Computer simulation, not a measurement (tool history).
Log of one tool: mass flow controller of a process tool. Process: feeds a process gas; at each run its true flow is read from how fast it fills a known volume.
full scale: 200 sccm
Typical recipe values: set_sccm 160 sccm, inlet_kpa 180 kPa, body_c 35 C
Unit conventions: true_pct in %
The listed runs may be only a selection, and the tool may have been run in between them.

run	hour	set_sccm	inlet_kpa	body_c	true_pct
1	0	160	180	35	98.89
2	91.4	160	180	35	98.97
3	177.2	160	180	35	98.88
4	275.5	160	180	35	98.84
5	347.8	160	156	35	98.69
6	437.4	160	156	35	98.68
7	522	160	180	24	99.63
8	612.7	160	180	24	99.72
9	679.5	160	180	24	99.73
10	729.9	160	180	24	99.72
11	819.4	70	146	31	98.47
12	899.1	70	146	31	98.47
13	982.4	70	146	31	98.51
14	1075.3	131	146	36	98.35
15	1141.3	43	146	26	99.05
16	1195.4	160	202	22	100
17	1285.2	28	199	37	98.91

Predict each of these 5 candidate next runs independently; none follows another, all start after run 17:
A	1377.7	48	176	37	?
B	1377.7	160	246	39	?
C	1377.7	29	179	22	?
D	1377.7	105	243	30	?
E	1377.7	28	161	37	?

run	true_pct
A	98.34
B	99
C	99.88
D	99.48
E	98.67
Take away the tool's hidden state, keep each run's random variation, and the runs would have read:
run	true_pct
A	97.79
B	98.94
C	98.86
D	99.31
E	97.6
